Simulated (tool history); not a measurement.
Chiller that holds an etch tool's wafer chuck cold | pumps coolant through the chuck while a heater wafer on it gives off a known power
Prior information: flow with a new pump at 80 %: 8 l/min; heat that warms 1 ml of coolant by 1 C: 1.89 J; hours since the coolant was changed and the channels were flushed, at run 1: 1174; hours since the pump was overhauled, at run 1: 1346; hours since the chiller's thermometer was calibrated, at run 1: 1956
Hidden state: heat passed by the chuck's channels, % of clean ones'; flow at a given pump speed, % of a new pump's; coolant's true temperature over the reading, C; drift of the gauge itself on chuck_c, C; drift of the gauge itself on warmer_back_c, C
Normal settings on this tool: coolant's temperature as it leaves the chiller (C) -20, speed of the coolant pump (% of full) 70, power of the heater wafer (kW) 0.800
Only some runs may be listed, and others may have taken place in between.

run	hour	coolant's temperature as it leaves the chiller (C)	speed of the coolant pump (% of full)	power of the heater wafer (kW)	hours since the coolant was changed and the channels were flushed	hours since the pump was overhauled	hours since the chiller's thermometer was calibrated	chuck's temperature once it has settled (C)	how much warmer the coolant comes back (C)
1	0.0	-20	70	0.800	1174	1346	1956	-12.6	3.90
2	111.0	-20	70	0.961	1285	1457	2067	-11.4	4.65
3	195.3	-20	70	0.961	1369	1541	2151	-11.2	4.58
4	340.2	-20	70	0.697	1514	1686	2296	-13.5	3.42
5	458.4	-20	70	0.697	1632	1804	2414	-13.4	3.42
6	538.7	-20	70	0.800	1713	1884	2495	-12.4	3.95
7	634.0	-20	70	0.800	1808	1980	2590	-12.4	3.90
8	824.9	-20	70	0.800	1999	2170	2781	-12.3	3.91
9	1016.3	-20	70	0.800	2190	2362	2972	-12.0	3.93
10	1152.0	-15	70	0.800	2326	2498	3108	-6.9	3.94
11	1238.6	-15	70	0.800	2412	2584	3194	-7.0	3.93
12	1353.9	-15	70	0.800	2528	2699	3310	-6.9	3.97
# hour 1415.3: chiller's thermometer calibrated
13	1503.1	-15	70	0.483	2676	2848	88	-10.6	2.48
14	1584.6	-27	87	0.489	2757	2929	169	-23.3	1.90
15	1699.0	-27	87	0.489	2872	3044	284	-23.2	1.95
16	1864.9	-12	75	0.900	3038	3209	450	-4.1	4.21
17	2031.5	-12	75	0.900	3204	3376	616	-3.9	4.26
18	2172.1	-20	75	0.777	3345	3517	757	-13.0	3.66
19	2340.1	-20	98	0.893	3513	3685	925	-13.5	3.10
20	2418.8	-28	98	0.747	3592	3763	1003	-22.5	2.63
21	2511.5	-29	70	1.073	3684	3856	1096	-18.3	5.51
# hour 2528.4: coolant pump overhauled
22	2597.7	-10	90	0.751	3766	69	1177	-4.7	2.55
23	2694.0	-21	68	0.970	3862	166	1274	-11.8	4.68
24	2884.6	-27	83	0.970	4052	356	1464	-19.3	3.70
# hour 2946.9: coolant changed, channels flushed
25	3081.1	-13	73	0.917	134	547	1655	-5.4	4.05
26	3158.5	-13	73	0.917	212	624	1732	-5.5	4.11

Predict each of these 3 candidate next runs independently; none follows another, all start after run 26:
A	3284.2	-26	73	0.917	337	750	1858	?	?
B	3284.2	-14	73	0.694	337	750	1858	?	?
C	3284.2	-15	73	0.917	337	750	1858	?	?

run	chuck's temperature once it has settled (C)	how much warmer the coolant comes back (C)
A	-18.5	4.14
B	-8.2	3.14
C	-7.3	4.10
Had the tool no hidden state, the same runs would have come out as:
run	chuck's temperature once it has settled (C)	how much warmer the coolant comes back (C)
A	-19.1	4.07
B	-8.8	3.09
C	-7.9	4.04
